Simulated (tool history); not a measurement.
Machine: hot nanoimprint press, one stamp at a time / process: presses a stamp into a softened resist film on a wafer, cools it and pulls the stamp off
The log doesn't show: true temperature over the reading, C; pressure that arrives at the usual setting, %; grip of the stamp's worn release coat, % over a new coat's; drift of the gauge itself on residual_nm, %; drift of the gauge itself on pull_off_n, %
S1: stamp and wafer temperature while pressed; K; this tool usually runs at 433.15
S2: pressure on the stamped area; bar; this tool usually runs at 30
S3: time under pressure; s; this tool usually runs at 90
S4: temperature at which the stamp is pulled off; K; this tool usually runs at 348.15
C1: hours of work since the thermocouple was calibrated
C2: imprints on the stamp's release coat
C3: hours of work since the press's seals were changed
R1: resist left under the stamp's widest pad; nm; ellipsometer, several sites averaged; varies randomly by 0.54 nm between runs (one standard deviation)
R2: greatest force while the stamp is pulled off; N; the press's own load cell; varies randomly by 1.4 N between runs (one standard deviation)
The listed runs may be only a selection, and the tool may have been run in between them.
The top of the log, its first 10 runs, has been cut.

run	day	S1	S2	S3	S4	C1	C2	C3	R1	R2
11	6.5	433.15	30	90	354.15	135	409	351	138.6	89
12	6.883	433.15	30	90	354.15	138	433	355	138.1	89
13	7.746	433.15	30	90	354.15	147	486	363	138.9	89
14	8.496	426.15	30	90	354.15	154	532	370	219.1	91
# day 9.058: gauge calibrated
15	9.271	426.15	30	90	354.15	161	580	378	214.6	89
16	10.125	426.15	30	90	354.15	170	632	386	214.8	89
17	10.654	426.15	28.1	90	338.15	175	664	391	220.2	108
18	11.025	426.15	28.1	90	338.15	178	687	395	220	107
19	11.879	433.15	24.8	90	340.15	187	739	403	149.1	104
20	12.629	426.15	30	90	353.15	194	785	410	216.4	90
21	13.312	425.15	44.4	51	348.15	201	827	417	239.4	95
22	14.112	433.15	38.1	90	349.15	208	876	425	124.5	96
23	14.996	433.15	38.1	90	349.15	217	931	433	124.5	96
24	15.65	443.15	30	90	342.15	223	971	440	69.6	102
25	16.462	443.15	30	90	342.15	231	1021	447	69.8	103
26	17.258	434.15	30	90	348.15	239	1069	455	128.8	99
27	18.117	426.15	36.2	103	348.15	247	1122	463	197.7	98
28	18.988	426.15	36.2	103	348.15	255	1175	472	198.4	96
29	19.871	426.15	18.9	103	346.15	264	1230	480	245.5	101
30	20.742	430.15	44.2	64	334.15	272	1283	489	169.2	112
31	21.562	440.15	44.2	64	335.15	280	1333	497	84	114

Alternative continuations, all from the tool just after run 31; predict every row:
A	22.196	441.15	44.2	64	335.15	287	1373	503	?	?
B	22.196	438.15	24.9	64	335.15	287	1373	503	?	?
C	22.196	433.15	41.1	94	350.15	287	1373	503	?	?

run	R1	R2
A	79.1	113
B	126.3	113
C	120.6	94
Without the tool's hidden state the same runs would have given:
run	R1	R2
A	76	112
B	121.4	112
C	116	93
